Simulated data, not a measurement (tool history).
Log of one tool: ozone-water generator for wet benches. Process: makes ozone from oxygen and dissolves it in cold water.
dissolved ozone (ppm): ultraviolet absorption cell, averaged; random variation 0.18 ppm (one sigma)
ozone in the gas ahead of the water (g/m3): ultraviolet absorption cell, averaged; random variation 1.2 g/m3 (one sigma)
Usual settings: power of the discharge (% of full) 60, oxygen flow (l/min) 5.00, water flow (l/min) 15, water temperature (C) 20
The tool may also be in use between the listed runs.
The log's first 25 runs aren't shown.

run    hour  power of the discharge (% of full)  oxygen flow (l/min)  water flow (l/min)  water temperature (C)  dissolved ozone (ppm)  ozone in the gas ahead of the water (g/m3)
 26  2335.5                                  58                 7.63                  16                     24                   17.1                                       147.9
 27  2457.4                                  43                 5.00                  15                     20                   18.5                                       162.9
 28  2585.9                                  43                 5.00                  10                     14                   27.6                                       163.5
 29  2717.7                                  70                 3.73                  10                     14                   35.3                                       239.0
 30  2815.6                                  97                 3.75                  15                     20                   26.2                                       273.4
 31  2904.0                                  58                 5.00                  15                     20                   20.6                                       185.4
 32  3005.7                                  58                 5.00                  15                     20                   20.7                                       183.4
 33  3064.6                                  44                 5.00                  15                     20                   18.1                                       163.2

Forecast each of these 4 alternatives for the next run:
  A  3154.1                                  77                 2.76                  13                     20                      ?                                           ?
  B  3154.1                                  44                 6.41                  12                     28                      ?                                           ?
  C  3154.1                                  44                 5.00                  13                     15                      ?                                           ?
  D  3154.1                                  54                 5.00                  17                     18                      ?                                           ?

run  dissolved ozone (ppm)  ozone in the gas ahead of the water (g/m3)
  A                   26.8                                       293.5
  B                   17.3                                       144.0
  C                   22.1                                       163.3
  D                   18.4                                       179.1
Without the tool's hidden state the same runs would have given:
run  dissolved ozone (ppm)  ozone in the gas ahead of the water (g/m3)
  A                   33.2                                       340.5
  B                   20.6                                       160.7
  C                   26.4                                       182.4
  D                   22.5                                       202.8
